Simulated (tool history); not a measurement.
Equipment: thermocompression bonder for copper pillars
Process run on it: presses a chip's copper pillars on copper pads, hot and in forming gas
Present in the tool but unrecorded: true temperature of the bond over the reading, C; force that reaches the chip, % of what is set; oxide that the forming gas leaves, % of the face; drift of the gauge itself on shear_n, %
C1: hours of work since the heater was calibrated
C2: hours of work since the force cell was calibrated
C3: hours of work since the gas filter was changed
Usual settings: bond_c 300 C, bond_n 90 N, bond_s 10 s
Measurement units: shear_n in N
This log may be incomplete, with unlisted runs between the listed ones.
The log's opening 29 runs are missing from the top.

Run 30, hour 903.4: usual settings but bond_s 12 s; C1 650; C2 1591; C3 131. Result: shear_n 85.2 N.
Run 31, hour 940: usual settings but bond_s 12 s; C1 675; C2 1616; C3 156. Result: shear_n 84.8 N.
At hour 944.5: forming gas filter changed.
Run 32, hour 980.3: usual settings but bond_s 12 s; C1 701; C2 1642; C3 24. Result: shear_n 87.6 N.
Run 33, hour 1001.8: usual settings but bond_n 79 N, bond_s 12 s; C1 716; C2 1657; C3 38. Result: shear_n 81.4 N.
Run 34, hour 1041: usual settings but bond_c 306 C, bond_n 89 N, bond_s 9 s; C1 742; C2 1683; C3 65. Result: shear_n 83.9 N.
Run 35, hour 1071: usual settings but bond_c 306 C, bond_n 124 N, bond_s 9 s; C1 762; C2 1703; C3 85. Result: shear_n 100.9 N.
Run 36, hour 1112.5: usual settings but bond_n 76 N; C1 790; C2 1731; C3 112. Result: shear_n 73 N.
Run 37, hour 1137.7: usual settings but bond_n 76 N; C1 807; C2 1748; C3 129. Result: shear_n 72.6 N.
Run 38, hour 1160.7: usual settings but bond_c 325 C, bond_n 77 N; C1 822; C2 1763; C3 145. Result: shear_n 93.5 N.
At hour 1181: forming gas filter changed.
Run 39, hour 1198.4: usual settings but bond_c 325 C, bond_n 77 N; C1 847; C2 1788; C3 12. Result: shear_n 96.5 N.

Below are 4 alternative next runs, each starting from the tool's condition after run 39. Predict each:
Run A, hour 1218.2: usual settings but bond_c 271 C, bond_n 77 N, bond_s 8 s; C1 860; C2 1801; C3 25. Result: shear_n ?.
Run B, hour 1218.2: usual settings but bond_c 325 C, bond_n 61 N; C1 860; C2 1801; C3 25. Result: shear_n ?.
Run C, hour 1218.2: usual settings but bond_c 281 C, bond_n 111 N; C1 860; C2 1801; C3 25. Result: shear_n ?.
Run D, hour 1218.2: usual settings but bond_c 277 C, bond_n 98 N, bond_s 27 s; C1 860; C2 1801; C3 25. Result: shear_n ?.

run  shear_n
  A     47.9
  B     83.3
  C     77.4
  D     94.5
Take away the tool's hidden state, keep each run's random variation, and the runs would have read:
run  shear_n
  A     43.4
  B     77.8
  C     71.5
  D     88.2
